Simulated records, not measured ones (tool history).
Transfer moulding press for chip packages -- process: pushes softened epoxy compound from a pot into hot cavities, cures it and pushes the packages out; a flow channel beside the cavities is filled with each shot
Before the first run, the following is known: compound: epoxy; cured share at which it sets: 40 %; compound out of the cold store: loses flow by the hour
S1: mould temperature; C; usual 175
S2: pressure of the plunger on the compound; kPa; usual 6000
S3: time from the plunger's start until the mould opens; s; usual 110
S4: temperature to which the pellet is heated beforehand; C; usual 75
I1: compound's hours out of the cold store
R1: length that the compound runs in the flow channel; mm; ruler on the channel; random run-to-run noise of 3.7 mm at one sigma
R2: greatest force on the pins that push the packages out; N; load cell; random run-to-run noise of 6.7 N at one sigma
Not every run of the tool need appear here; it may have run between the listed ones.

{"run": 1, "day": 0.0, "S1": 175, "S2": 6000, "S3": 110, "S4": 75, "I1": 34.7, "R1": 595, "R2": 280}
{"run": 2, "day": 2.238, "S1": 174, "S2": 6000, "S3": 110, "S4": 75, "I1": 11.6, "R1": 638, "R2": 414}
{"day": 2.721, "done": "cavities cleaned with cleaning compound and waxed"}
{"day": 5.479, "done": "cavities cleaned with cleaning compound and waxed"}
{"run": 3, "day": 5.817, "S1": 174, "S2": 6000, "S3": 110, "S4": 75, "I1": 28.8, "R1": 601, "R2": 298}
{"day": 8.342, "done": "cavities cleaned with cleaning compound and waxed"}
{"run": 4, "day": 9.254, "S1": 174, "S2": 6000, "S3": 110, "S4": 75, "I1": 18.7, "R1": 606, "R2": 330}
{"day": 11.204, "done": "cavities cleaned with cleaning compound and waxed"}
{"day": 11.771, "done": "plunger's sealing rings changed"}
{"run": 5, "day": 12.767, "S1": 175, "S2": 6000, "S3": 103, "S4": 75, "I1": 31.4, "R1": 630, "R2": 390}
{"day": 14.117, "done": "cavities cleaned with cleaning compound and waxed"}
{"run": 6, "day": 15.421, "S1": 175, "S2": 6000, "S3": 128, "S4": 75, "I1": 25.2, "R1": 626, "R2": 307}
{"day": 16.933, "done": "cavities cleaned with cleaning compound and waxed"}
{"run": 7, "day": 17.054, "S1": 175, "S2": 6000, "S3": 103, "S4": 75, "I1": 39.0, "R1": 597, "R2": 300}
{"day": 19.862, "done": "cavities cleaned with cleaning compound and waxed"}
{"run": 8, "day": 20.354, "S1": 175, "S2": 6000, "S3": 103, "S4": 75, "I1": 36.1, "R1": 590, "R2": 341}
{"day": 22.708, "done": "cavities cleaned with cleaning compound and waxed"}
{"run": 9, "day": 23.117, "S1": 175, "S2": 6000, "S3": 103, "S4": 75, "I1": 35.7, "R1": 580, "R2": 331}
{"run": 10, "day": 25.029, "S1": 175, "S2": 6000, "S3": 103, "S4": 75, "I1": 11.2, "R1": 637, "R2": 471}
{"day": 25.483, "done": "mould's thermocouples calibrated"}
{"day": 25.546, "done": "cavities cleaned with cleaning compound and waxed"}
{"run": 11, "day": 27.833, "S1": 175, "S2": 6000, "S3": 103, "S4": 75, "I1": 25.5, "R1": 596, "R2": 403}
{"day": 28.362, "done": "cavities cleaned with cleaning compound and waxed"}
{"day": 29.525, "done": "plunger's sealing rings changed"}
{"run": 12, "day": 30.817, "S1": 175, "S2": 6000, "S3": 103, "S4": 75, "I1": 25.6, "R1": 630, "R2": 415}
{"day": 31.179, "done": "cavities cleaned with cleaning compound and waxed"}
{"run": 13, "day": 32.983, "S1": 175, "S2": 6000, "S3": 103, "S4": 75, "I1": 24.0, "R1": 631, "R2": 392}
{"day": 33.854, "done": "cavities cleaned with cleaning compound and waxed"}
{"run": 14, "day": 34.929, "S1": 169, "S2": 6000, "S3": 113, "S4": 66, "I1": 19.1, "R1": 647, "R2": 466}
{"day": 36.575, "done": "cavities cleaned with cleaning compound and waxed"}
{"run": 15, "day": 36.808, "S1": 181, "S2": 6340, "S3": 149, "S4": 69, "I1": 43.2, "R1": 580, "R2": 223}
{"run": 16, "day": 38.625, "S1": 181, "S2": 6340, "S3": 149, "S4": 69, "I1": 24.2, "R1": 613, "R2": 297}
{"day": 39.396, "done": "cavities cleaned with cleaning compound and waxed"}
{"run": 17, "day": 40.154, "S1": 175, "S2": 6000, "S3": 116, "S4": 75, "I1": 36.5, "R1": 576, "R2": 295}
{"run": 18, "day": 41.933, "S1": 175, "S2": 6000, "S3": 116, "S4": 75, "I1": 17.2, "R1": 617, "R2": 366}
{"day": 42.238, "done": "cavities cleaned with cleaning compound and waxed"}
{"day": 45.083, "done": "cavities cleaned with cleaning compound and waxed"}
{"run": 19, "day": 45.3, "S1": 175, "S2": 6380, "S3": 119, "S4": 69, "I1": 18.3, "R1": 627, "R2": 267}
{"run": 20, "day": 47.008, "S1": 175, "S2": 6380, "S3": 119, "S4": 69, "I1": 44.3, "R1": 569, "R2": 329}
{"day": 47.288, "done": "plunger's sealing rings changed"}
{"day": 47.892, "done": "cavities cleaned with cleaning compound and waxed"}
{"run": 21, "day": 50.408, "S1": 172, "S2": 5080, "S3": 107, "S4": 84, "I1": 44.4, "R1": 546, "R2": 438}
{"day": 50.675, "done": "cavities cleaned with cleaning compound and waxed"}
{"run": 22, "day": 52.517, "S1": 178, "S2": 5080, "S3": 107, "S4": 69, "I1": 25.3, "R1": 563, "R2": 347}
{"day": 53.396, "done": "cavities cleaned with cleaning compound and waxed"}
{"run": 23, "day": 54.971, "S1": 175, "S2": 5580, "S3": 136, "S4": 75, "I1": 44.8, "R1": 557, "R2": 303}
{"day": 56.2, "done": "cavities cleaned with cleaning compound and waxed"}
{"run": 24, "day": 57.067, "S1": 181, "S2": 4900, "S3": 129, "S4": 70, "I1": 40.2, "R1": 513, "R2": 272}
{"day": 58.875, "done": "cavities cleaned with cleaning compound and waxed"}
{"run": 25, "day": 59.283, "S1": 181, "S2": 4900, "S3": 129, "S4": 70, "I1": 35.7, "R1": 518, "R2": 244}
{"day": 61.729, "done": "cavities cleaned with cleaning compound and waxed"}
{"run": 26, "day": 62.1, "S1": 175, "S2": 6000, "S3": 92, "S4": 72, "I1": 32.8, "R1": 580, "R2": 429}

3 options for the next run, each taken on its own from the tool as it stands now. Forecast them:
{"run": "A", "day": 64.083, "S1": 175, "S2": 6000, "S3": 92, "S4": 84, "I1": 38.1, "R1": "?", "R2": "?"}
{"run": "B", "day": 64.083, "S1": 179, "S2": 7380, "S3": 136, "S4": 72, "I1": 12.1, "R1": "?", "R2": "?"}
{"run": "C", "day": 64.083, "S1": 175, "S2": 6000, "S3": 111, "S4": 70, "I1": 39.2, "R1": "?", "R2": "?"}

run=A R1=570 R2=557
run=B R1=670 R2=322
run=C R1=564 R2=395
Stripped of hidden state, with their random variation kept, the same runs would have yielded:
run=A R1=612 R2=359
run=B R1=719 R2=225
run=C R1=604 R2=262
